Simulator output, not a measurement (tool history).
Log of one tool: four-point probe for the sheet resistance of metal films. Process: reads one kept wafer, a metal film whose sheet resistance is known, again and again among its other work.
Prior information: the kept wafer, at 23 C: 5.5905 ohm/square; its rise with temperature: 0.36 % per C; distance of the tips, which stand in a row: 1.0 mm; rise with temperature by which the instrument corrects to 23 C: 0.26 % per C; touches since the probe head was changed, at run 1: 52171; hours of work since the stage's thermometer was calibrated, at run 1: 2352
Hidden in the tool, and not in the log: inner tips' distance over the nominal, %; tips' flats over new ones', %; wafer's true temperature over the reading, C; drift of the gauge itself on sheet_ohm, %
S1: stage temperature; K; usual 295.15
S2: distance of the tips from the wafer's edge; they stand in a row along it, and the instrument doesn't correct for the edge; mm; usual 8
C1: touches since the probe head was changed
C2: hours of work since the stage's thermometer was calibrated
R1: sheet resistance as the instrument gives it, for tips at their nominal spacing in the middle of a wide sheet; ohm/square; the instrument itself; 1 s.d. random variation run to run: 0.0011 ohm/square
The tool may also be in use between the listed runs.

{"run": 1, "hour": 0.0, "S1": 295.15, "S2": 8, "C1": 52171, "C2": 2352, "R1": 5.617585}
{"run": 2, "hour": 48.1, "S1": 295.15, "S2": 8, "C1": 53596, "C2": 2380, "R1": 5.61358}
{"run": 3, "hour": 75.2, "S1": 295.15, "S2": 8, "C1": 54398, "C2": 2395, "R1": 5.617555}
{"run": 4, "hour": 118.4, "S1": 295.15, "S2": 8, "C1": 55677, "C2": 2421, "R1": 5.614722}
{"run": 5, "hour": 163.0, "S1": 295.15, "S2": 8, "C1": 57001, "C2": 2447, "R1": 5.614018}
{"run": 6, "hour": 182.9, "S1": 295.15, "S2": 8, "C1": 57591, "C2": 2458, "R1": 5.61526}
{"run": 7, "hour": 206.6, "S1": 295.15, "S2": 8, "C1": 58292, "C2": 2472, "R1": 5.613645}
{"run": 8, "hour": 230.1, "S1": 295.15, "S2": 8, "C1": 58989, "C2": 2486, "R1": 5.613828}
{"run": 9, "hour": 267.6, "S1": 295.15, "S2": 8, "C1": 60099, "C2": 2508, "R1": 5.615566}
{"run": 10, "hour": 299.0, "S1": 295.15, "S2": 8, "C1": 61030, "C2": 2526, "R1": 5.614082}
{"run": 11, "hour": 344.1, "S1": 295.15, "S2": 8, "C1": 62365, "C2": 2552, "R1": 5.610511}
{"run": 12, "hour": 368.2, "S1": 295.15, "S2": 8, "C1": 63078, "C2": 2567, "R1": 5.613645}
{"run": 13, "hour": 395.7, "S1": 295.15, "S2": 8, "C1": 63893, "C2": 2583, "R1": 5.612017}
{"run": 14, "hour": 418.3, "S1": 295.15, "S2": 8, "C1": 64563, "C2": 2596, "R1": 5.613064}
{"run": 15, "hour": 458.6, "S1": 295.15, "S2": 8, "C1": 65757, "C2": 2619, "R1": 5.611721}
{"run": 16, "hour": 506.1, "S1": 295.15, "S2": 8, "C1": 67165, "C2": 2647, "R1": 5.611503}
{"run": 17, "hour": 530.2, "S1": 297.15, "S2": 12, "C1": 67878, "C2": 2661, "R1": 5.59683}
{"run": 18, "hour": 572.8, "S1": 297.15, "S2": 12, "C1": 69139, "C2": 2686, "R1": 5.59726}
{"hour": 586.1, "done": "stage's thermometer calibrated"}
{"run": 19, "hour": 610.5, "S1": 297.15, "S2": 12, "C1": 70242, "C2": 14, "R1": 5.587921}
{"run": 20, "hour": 653.8, "S1": 297.15, "S2": 12, "C1": 71524, "C2": 40, "R1": 5.5874}
{"run": 21, "hour": 679.3, "S1": 304.15, "S2": 18, "C1": 72280, "C2": 54, "R1": 5.615248}
{"run": 22, "hour": 711.2, "S1": 291.15, "S2": 8, "C1": 73225, "C2": 73, "R1": 5.578806}
{"run": 23, "hour": 744.9, "S1": 307.15, "S2": 10, "C1": 74223, "C2": 93, "R1": 5.649534}
{"run": 24, "hour": 779.5, "S1": 306.15, "S2": 5, "C1": 75247, "C2": 113, "R1": 5.735059}
{"run": 25, "hour": 823.0, "S1": 302.15, "S2": 45, "C1": 76536, "C2": 138, "R1": 5.594932}
{"run": 26, "hour": 868.8, "S1": 302.15, "S2": 8, "C1": 77893, "C2": 165, "R1": 5.638173}
{"run": 27, "hour": 894.8, "S1": 294.15, "S2": 47, "C1": 78664, "C2": 180, "R1": 5.547937}
{"run": 28, "hour": 929.3, "S1": 307.15, "S2": 11, "C1": 79686, "C2": 200, "R1": 5.6437}
{"run": 29, "hour": 953.0, "S1": 297.15, "S2": 8, "C1": 80389, "C2": 214, "R1": 5.611954}
{"run": 30, "hour": 995.5, "S1": 298.15, "S2": 3, "C1": 81647, "C2": 239, "R1": 5.882201}

Alternative continuations, all from the tool just after run 30; predict every row:
{"run": "A", "hour": 1032.8, "S1": 301.15, "S2": 45, "C1": 82753, "C2": 261, "R1": "?"}
{"run": "B", "hour": 1032.8, "S1": 306.15, "S2": 4, "C1": 82753, "C2": 261, "R1": "?"}
{"run": "C", "hour": 1032.8, "S1": 304.15, "S2": 43, "C1": 82753, "C2": 261, "R1": "?"}

run=A R1=5.586406
run=B R1=5.797678
run=C R1=5.605405
Without the tool's hidden state the same runs would have given:
run=A R1=5.618493
run=B R1=5.830936
run=C R1=5.637631
